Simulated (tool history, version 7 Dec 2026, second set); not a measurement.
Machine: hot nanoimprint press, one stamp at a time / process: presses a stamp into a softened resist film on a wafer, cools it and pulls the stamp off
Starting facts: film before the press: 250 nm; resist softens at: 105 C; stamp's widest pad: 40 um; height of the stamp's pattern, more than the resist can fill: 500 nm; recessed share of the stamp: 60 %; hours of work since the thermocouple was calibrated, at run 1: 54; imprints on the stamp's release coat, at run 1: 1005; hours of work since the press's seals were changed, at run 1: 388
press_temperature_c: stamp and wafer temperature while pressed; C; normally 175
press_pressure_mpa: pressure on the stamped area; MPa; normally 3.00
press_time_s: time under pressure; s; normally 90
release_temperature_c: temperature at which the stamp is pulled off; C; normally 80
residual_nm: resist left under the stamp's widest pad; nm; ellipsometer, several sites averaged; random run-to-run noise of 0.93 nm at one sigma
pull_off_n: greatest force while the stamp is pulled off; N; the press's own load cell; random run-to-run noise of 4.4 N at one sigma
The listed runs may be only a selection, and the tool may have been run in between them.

| run | day | press_temperature_c | press_pressure_mpa | press_time_s | release_temperature_c | hours of work since the thermocouple was calibrated | imprints on the stamp's release coat | hours of work since the press's seals were changed | residual_nm | pull_off_n |
|---|---|---|---|---|---|---|---|---|---|---|
| 1 | 0.000 | 175 | 3.00 | 90 | 80 | 54 | 1005 | 388 | 131.5 | 236 |
| 2 | 0.854 | 175 | 3.00 | 90 | 80 | 67 | 1069 | 401 | 131.9 | 248 |
|  | 1.821 | stamp cleaned and given a new release coat |
| 3 | 2.692 | 175 | 3.00 | 90 | 80 | 91 | 64 | 425 | 131.7 | 212 |
| 4 | 3.946 | 175 | 3.00 | 90 | 80 | 110 | 157 | 444 | 132.7 | 223 |
| 5 | 5.412 | 175 | 3.00 | 90 | 80 | 132 | 265 | 466 | 134.7 | 219 |
| 6 | 6.175 | 175 | 3.00 | 90 | 80 | 144 | 322 | 478 | 133.6 | 218 |
| 7 | 6.983 | 175 | 3.00 | 90 | 80 | 156 | 382 | 490 | 133.4 | 217 |
| 8 | 7.958 | 175 | 2.08 | 90 | 80 | 171 | 454 | 505 | 159.1 | 226 |
| 9 | 9.604 | 175 | 2.08 | 90 | 80 | 196 | 575 | 530 | 158.4 | 227 |
| 10 | 10.462 | 175 | 3.00 | 90 | 66 | 209 | 639 | 543 | 136.3 | 300 |
| 11 | 12.088 | 175 | 3.00 | 90 | 66 | 234 | 759 | 567 | 134.3 | 299 |
| 12 | 12.788 | 175 | 3.00 | 90 | 66 | 244 | 811 | 578 | 134.2 | 302 |
|  | 14.388 | plate thermocouple calibrated |
| 13 | 14.454 | 175 | 3.00 | 90 | 66 | 1 | 925 | 601 | 130.1 | 301 |
| 14 | 15.638 | 175 | 3.00 | 90 | 66 | 19 | 1012 | 619 | 131.3 | 310 |
| 15 | 16.521 | 175 | 3.00 | 90 | 80 | 32 | 1078 | 633 | 132.2 | 234 |
|  | 17.392 | stamp cleaned and given a new release coat |
| 16 | 18.142 | 175 | 3.00 | 90 | 80 | 53 | 55 | 654 | 131.5 | 215 |
| 17 | 19.792 | 168 | 1.81 | 86 | 72 | 78 | 177 | 679 | 197.6 | 247 |
| 18 | 20.817 | 168 | 1.81 | 86 | 72 | 94 | 253 | 694 | 197.3 | 258 |
| 19 | 22.062 | 171 | 2.10 | 66 | 76 | 113 | 345 | 713 | 189.3 | 238 |
| 20 | 22.983 | 175 | 2.29 | 60 | 77 | 127 | 413 | 727 | 166.0 | 237 |
| 21 | 24.204 | 175 | 2.29 | 120 | 70 | 145 | 503 | 746 | 140.9 | 266 |
|  | 24.792 | press's hydraulic seals changed and the load cell set to zero |
| 22 | 25.333 | 175 | 2.29 | 120 | 70 | 157 | 563 | 8 | 137.3 | 274 |
| 23 | 26.908 | 175 | 2.29 | 120 | 70 | 181 | 679 | 32 | 137.6 | 277 |
| 24 | 27.583 | 175 | 3.91 | 171 | 80 | 192 | 729 | 42 | 92.2 | 231 |
| 25 | 28.508 | 175 | 3.91 | 171 | 80 | 206 | 797 | 56 | 92.8 | 229 |
| 26 | 29.400 | 175 | 3.91 | 171 | 80 | 219 | 863 | 70 | 94.4 | 241 |
| 27 | 30.696 | 175 | 3.91 | 171 | 74 | 239 | 959 | 90 | 93.8 | 269 |
| 28 | 31.583 | 175 | 3.91 | 171 | 74 | 252 | 1025 | 103 | 93.6 | 269 |
|  | 32.679 | plate thermocouple calibrated |
|  | 33.304 | stamp cleaned and given a new release coat |
| 29 | 33.304 | 186 | 3.22 | 151 | 74 | 6 | 0 | 124 | 72.8 | 229 |

What if the next run were any one of these 3? Each begins from the tool's condition after run 29:
| A | 34.204 | 175 | 2.76 | 90 | 80 | 19 | 67 | 137 | ? | ? |
| B | 34.204 | 186 | 2.21 | 70 | 70 | 19 | 67 | 137 | ? | ? |
| C | 34.204 | 175 | 3.00 | 90 | 85 | 19 | 67 | 137 | ? | ? |

| run | residual_nm | pull_off_n |
|---|---|---|
| A | 137.3 | 207 |
| B | 118.5 | 248 |
| C | 132.4 | 195 |
With the hidden condition removed and each run's random variation left untouched, the same runs would have given:
| run | residual_nm | pull_off_n |
|---|---|---|
| A | 136.1 | 205 |
| B | 117.6 | 246 |
| C | 131.2 | 193 |
